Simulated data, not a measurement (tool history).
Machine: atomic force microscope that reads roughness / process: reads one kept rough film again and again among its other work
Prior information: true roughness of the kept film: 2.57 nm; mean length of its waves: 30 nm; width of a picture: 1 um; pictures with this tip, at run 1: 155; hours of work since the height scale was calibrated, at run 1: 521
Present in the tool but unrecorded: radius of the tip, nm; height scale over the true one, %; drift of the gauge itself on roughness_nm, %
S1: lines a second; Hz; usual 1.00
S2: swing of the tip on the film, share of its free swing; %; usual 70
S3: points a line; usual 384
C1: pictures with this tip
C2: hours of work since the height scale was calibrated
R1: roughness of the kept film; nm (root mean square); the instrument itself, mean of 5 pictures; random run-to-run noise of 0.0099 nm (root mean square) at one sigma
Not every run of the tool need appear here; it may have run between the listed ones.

run,hour,S1,S2,S3,C1,C2,R1
1,0.0,1.00,70,384,155,521,2.145
2,11.1,1.00,70,384,183,530,2.112
3,19.1,1.00,70,384,203,536,2.106
# hour 22.0: new tip fitted
4,31.1,1.00,70,384,23,545,2.264
5,46.2,1.00,70,384,62,557,2.232
6,53.9,1.00,80,384,81,563,2.142
7,67.6,1.00,80,384,116,574,2.104
8,84.9,1.00,70,263,159,588,2.135

Run 9 has not been measured yet. What should we expect?
9,98.9,3.66,85,474,195,599,?

R1: 1.628 nm (root mean square)
Had the tool carried no hidden state, the very same run would have given R1 1.738 nm (root mean square).
